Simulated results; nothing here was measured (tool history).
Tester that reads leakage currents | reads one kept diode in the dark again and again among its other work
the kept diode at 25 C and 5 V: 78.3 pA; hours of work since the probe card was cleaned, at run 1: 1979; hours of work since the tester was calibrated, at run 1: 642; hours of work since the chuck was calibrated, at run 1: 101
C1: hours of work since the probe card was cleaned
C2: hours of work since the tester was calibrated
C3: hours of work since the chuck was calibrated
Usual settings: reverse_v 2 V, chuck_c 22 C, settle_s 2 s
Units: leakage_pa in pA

{"run": 1, "day": 0.0, "reverse_v": 2, "chuck_c": 22, "settle_s": 2, "C1": 1979, "C2": 642, "C3": 101, "leakage_pa": 39.46}
{"run": 2, "day": 1.625, "reverse_v": 2, "chuck_c": 22, "settle_s": 2, "C1": 2000, "C2": 663, "C3": 122, "leakage_pa": 39.28}
{"run": 3, "day": 3.238, "reverse_v": 2, "chuck_c": 22, "settle_s": 2, "C1": 2021, "C2": 684, "C3": 143, "leakage_pa": 39.55}
{"run": 4, "day": 4.588, "reverse_v": 2, "chuck_c": 22, "settle_s": 2, "C1": 2039, "C2": 702, "C3": 161, "leakage_pa": 39.55}
{"run": 5, "day": 5.521, "reverse_v": 6.18, "chuck_c": 22, "settle_s": 2, "C1": 2051, "C2": 714, "C3": 173, "leakage_pa": 65.62}
{"run": 6, "day": 6.942, "reverse_v": 6.18, "chuck_c": 22, "settle_s": 9.72, "C1": 2070, "C2": 732, "C3": 191, "leakage_pa": 65.01}
{"run": 7, "day": 8.712, "reverse_v": 7.35, "chuck_c": 22, "settle_s": 9.72, "C1": 2093, "C2": 755, "C3": 215, "leakage_pa": 70.28}
{"run": 8, "day": 10.171, "reverse_v": 16.61, "chuck_c": 22, "settle_s": 2, "C1": 2112, "C2": 774, "C3": 234, "leakage_pa": 100.96}
{"run": 9, "day": 11.367, "reverse_v": 16.61, "chuck_c": 22, "settle_s": 2, "C1": 2127, "C2": 790, "C3": 249, "leakage_pa": 101.07}
{"run": 10, "day": 12.204, "reverse_v": 16.61, "chuck_c": 22, "settle_s": 2, "C1": 2138, "C2": 801, "C3": 260, "leakage_pa": 101.34}
{"run": 11, "day": 12.988, "reverse_v": 15.84, "chuck_c": 34, "settle_s": 3.22, "C1": 2148, "C2": 811, "C3": 270, "leakage_pa": 296.4}
{"run": 12, "day": 13.942, "reverse_v": 15.84, "chuck_c": 34, "settle_s": 3.22, "C1": 2161, "C2": 824, "C3": 283, "leakage_pa": 295.22}
{"run": 13, "day": 14.858, "reverse_v": 15.84, "chuck_c": 34, "settle_s": 3.22, "C1": 2173, "C2": 835, "C3": 295, "leakage_pa": 296.05}
{"run": 14, "day": 15.788, "reverse_v": 9.55, "chuck_c": 22, "settle_s": 3.17, "C1": 2185, "C2": 848, "C3": 307, "leakage_pa": 79.12}
{"run": 15, "day": 17.008, "reverse_v": 9.55, "chuck_c": 22, "settle_s": 0.54, "C1": 2201, "C2": 864, "C3": 323, "leakage_pa": 80.23}
{"run": 16, "day": 17.979, "reverse_v": 2, "chuck_c": 20, "settle_s": 2, "C1": 2214, "C2": 876, "C3": 335, "leakage_pa": 32.78}
{"run": 17, "day": 19.254, "reverse_v": 2, "chuck_c": 39, "settle_s": 1.16, "C1": 2230, "C2": 893, "C3": 352, "leakage_pa": 181.78}
{"run": 18, "day": 20.208, "reverse_v": 2, "chuck_c": 22, "settle_s": 0.76, "C1": 2243, "C2": 905, "C3": 364, "leakage_pa": 39.66}
{"run": 19, "day": 21.542, "reverse_v": 5.28, "chuck_c": 30, "settle_s": 0.39, "C1": 2260, "C2": 923, "C3": 382, "leakage_pa": 128.95}

Run 20 comes next. What will it give?
{"run": 20, "day": 23.304, "reverse_v": 11.44, "chuck_c": 34, "settle_s": 0.39, "C1": 2283, "C2": 946, "C3": 405, "leakage_pa": "?"}

leakage_pa: 258.92 pA
Without the tool's hidden state the same run would have given leakage_pa 259.01 pA.

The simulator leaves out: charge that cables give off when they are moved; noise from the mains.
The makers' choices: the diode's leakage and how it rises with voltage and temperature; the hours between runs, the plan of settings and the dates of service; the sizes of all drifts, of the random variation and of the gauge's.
